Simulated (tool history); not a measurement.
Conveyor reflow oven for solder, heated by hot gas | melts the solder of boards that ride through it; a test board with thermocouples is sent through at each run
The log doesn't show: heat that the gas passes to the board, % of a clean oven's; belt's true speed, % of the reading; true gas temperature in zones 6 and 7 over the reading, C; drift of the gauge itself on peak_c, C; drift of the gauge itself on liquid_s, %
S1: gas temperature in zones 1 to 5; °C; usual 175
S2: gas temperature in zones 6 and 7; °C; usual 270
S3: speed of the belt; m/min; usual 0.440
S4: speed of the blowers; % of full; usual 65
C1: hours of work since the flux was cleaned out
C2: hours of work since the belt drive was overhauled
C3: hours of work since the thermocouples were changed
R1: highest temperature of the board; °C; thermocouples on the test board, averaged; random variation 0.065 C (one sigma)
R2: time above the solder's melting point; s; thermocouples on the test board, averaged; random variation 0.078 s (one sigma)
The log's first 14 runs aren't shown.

run 15 hour=252.6 | S1=175 S2=270 S3=0.440 S4=65 | C1=88 C2=282 C3=642 | R1=255.53 R2=74.72
run 16 hour=262.3 | S1=178 S2=270 S3=0.440 S4=88 | C1=92 C2=287 C3=646 | R1=261.24 R2=81.22
run 17 hour=286.0 | S1=178 S2=270 S3=0.440 S4=88 | C1=102 C2=297 C3=656 | R1=261.20 R2=81.27
run 18 hour=298.1 | S1=183 S2=270 S3=0.376 S4=52 | C1=107 C2=302 C3=661 | R1=257.72 R2=94.20
-- hour=303.5 belt drive overhauled, speed set with a stopwatch
run 19 hour=320.1 | S1=172 S2=270 S3=0.446 S4=69 | C1=115 C2=7 C3=669 | R1=255.81 R2=72.74
run 20 hour=331.2 | S1=172 S2=270 S3=0.446 S4=69 | C1=120 C2=12 C3=673 | R1=255.81 R2=72.78
-- hour=338.3 thermocouples of zones 6 and 7 changed
run 21 hour=351.3 | S1=174 S2=266 S3=0.389 S4=69 | C1=128 C2=20 C3=6 | R1=254.32 R2=84.71
-- hour=361.6 belt drive overhauled, speed set with a stopwatch, once more
run 22 hour=375.8 | S1=188 S2=262 S3=0.368 S4=71 | C1=136 C2=6 C3=14 | R1=253.77 R2=97.56
run 23 hour=399.9 | S1=175 S2=266 S3=0.440 S4=65 | C1=147 C2=16 C3=25 | R1=250.04 R2=69.55
run 24 hour=418.3 | S1=175 S2=266 S3=0.440 S4=65 | C1=154 C2=24 C3=32 | R1=250.04 R2=69.58
run 25 hour=440.2 | S1=185 S2=270 S3=0.469 S4=79 | C1=164 C2=33 C3=42 | R1=256.61 R2=75.53
run 26 hour=454.2 | S1=166 S2=275 S3=0.474 S4=65 | C1=170 C2=39 C3=48 | R1=253.39 R2=63.06
run 27 hour=478.3 | S1=171 S2=275 S3=0.458 S4=65 | C1=180 C2=50 C3=58 | R1=255.55 R2=69.35
run 28 hour=490.0 | S1=186 S2=265 S3=0.386 S4=53 | C1=185 C2=55 C3=63 | R1=251.38 R2=87.53
run 29 hour=506.5 | S1=173 S2=259 S3=0.440 S4=74 | C1=192 C2=62 C3=70 | R1=245.65 R2=65.44
run 30 hour=530.8 | S1=175 S2=265 S3=0.450 S4=65 | C1=202 C2=72 C3=80 | R1=248.35 R2=66.25

Forecast each of these 4 alternatives for the next run:
run A hour=552.1 | S1=165 S2=280 S3=0.469 S4=65 | C1=211 C2=81 C3=89 | R1=? R2=?
run B hour=552.1 | S1=175 S2=265 S3=0.476 S4=65 | C1=211 C2=81 C3=89 | R1=? R2=?
run C hour=552.1 | S1=179 S2=263 S3=0.450 S4=57 | C1=211 C2=81 C3=89 | R1=? R2=?
run D hour=552.1 | S1=176 S2=270 S3=0.440 S4=88 | C1=211 C2=81 C3=89 | R1=? R2=?

run=A R1=257.76 R2=66.86
run=B R1=246.43 R2=60.20
run=C R1=245.09 R2=63.81
run=D R1=258.65 R2=78.51
Without the tool's hidden state the same runs would have given:
run=A R1=259.09 R2=68.10
run=B R1=247.55 R2=61.68
run=C R1=246.06 R2=65.24
run=D R1=259.74 R2=79.53
